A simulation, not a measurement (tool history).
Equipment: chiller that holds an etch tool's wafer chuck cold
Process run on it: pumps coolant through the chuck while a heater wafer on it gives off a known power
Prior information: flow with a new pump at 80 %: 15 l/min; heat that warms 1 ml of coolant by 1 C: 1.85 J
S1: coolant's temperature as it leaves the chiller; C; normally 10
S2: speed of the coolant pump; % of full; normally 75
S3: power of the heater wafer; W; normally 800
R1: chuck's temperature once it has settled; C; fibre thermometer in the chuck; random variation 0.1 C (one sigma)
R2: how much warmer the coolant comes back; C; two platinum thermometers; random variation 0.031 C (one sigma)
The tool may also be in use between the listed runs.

run   hour  S1  S2    S3    R1    R2
  1    0.0  10  75   800  16.1  1.88
  2   50.1  10  75   800  16.2  1.87
  3  100.8   7  75   800  13.1  1.89
     107.7  -- chiller's thermometer calibrated
  4  147.4   7  75   800  13.1  2.00
  5  201.1   8  75   800  14.1  1.86
  6  258.8  10  75   856  16.5  2.09
  7  307.2  10  75   800  16.0  1.94
  8  351.6  10  75   800  16.0  2.01
  9  377.9  10  75   800  16.0  2.00
 10  410.6  10  75   800  15.9  1.98
 11  438.2  10  67   800  16.7  2.26
 12  470.5  10  67   800  16.9  2.26
 13  517.4  10  67   800  16.8  2.32
 14  569.2  10  67   800  16.6  2.26
 15  595.9  17  75  1113  25.5  2.76
 16  640.6  17  75  1113  25.4  2.81

Run 17, settings as shown, results not yet in. Your forecast:
 17  683.0  17  75  1113   ?   ?

{"run 17": {"R1": 25.4, "R2": 2.79}}
Minus the tool's unlogged condition, the same run would have read R1 25.4 C, R2 2.56 C.
